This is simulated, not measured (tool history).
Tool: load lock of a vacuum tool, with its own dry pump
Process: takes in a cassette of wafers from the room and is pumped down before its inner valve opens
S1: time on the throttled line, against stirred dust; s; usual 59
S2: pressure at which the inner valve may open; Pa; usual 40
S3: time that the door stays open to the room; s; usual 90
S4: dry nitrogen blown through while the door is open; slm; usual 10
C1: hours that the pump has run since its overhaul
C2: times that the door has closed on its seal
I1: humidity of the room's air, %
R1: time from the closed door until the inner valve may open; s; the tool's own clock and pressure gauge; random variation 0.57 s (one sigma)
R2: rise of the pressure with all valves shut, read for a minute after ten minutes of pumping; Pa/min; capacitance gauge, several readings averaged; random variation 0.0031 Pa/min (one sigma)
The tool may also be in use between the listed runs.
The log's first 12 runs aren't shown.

run    hour   S1  S2   S3  S4    C1     C2    I1     R1     R2
 13  3034.1   59  40   90  10  3704  28538  43.7   84.2  0.162
 14  3313.7   90  40   90  10  3984  29366  47.3  112.1  0.175
 15  3578.7   90  40   90  10  4249  30150  47.4  112.7  0.175
 16  3774.9   90  40   90  10  4445  30730  46.2  111.6  0.177
 17  3981.7   90  40   90  10  4652  31343    42  113.3  0.173
 18  4122.6   59  40   90  10  4793  31759  45.8   84.5  0.179
 19  4279.4   59  40   90  10  4950  32223    45   84.7  0.185
 20  4552.5  103  63   90  10  5223  33032  44.4  123.8  0.185
 21  4860.5   59  40   26  10  5531  33943  46.4   85.4  0.146
 22  5140.2   83  52   79  23  5810  34771  41.9  106.2  0.167
 23  5369.9   59  63   90   7  6040  35451  44.2   83.4  0.201
 24  5658.1   59  40  227  10  6328  36304  47.4   86.5  0.277

Forecast run 25:
 25  5802.5  53  40  227  10  6473  36731  43.8   ?   ?

R1: 81.3 s
R2: 0.273 Pa/min
Without the tool's hidden state the same run would have given R1 76 s, R2 0.146 Pa/min.

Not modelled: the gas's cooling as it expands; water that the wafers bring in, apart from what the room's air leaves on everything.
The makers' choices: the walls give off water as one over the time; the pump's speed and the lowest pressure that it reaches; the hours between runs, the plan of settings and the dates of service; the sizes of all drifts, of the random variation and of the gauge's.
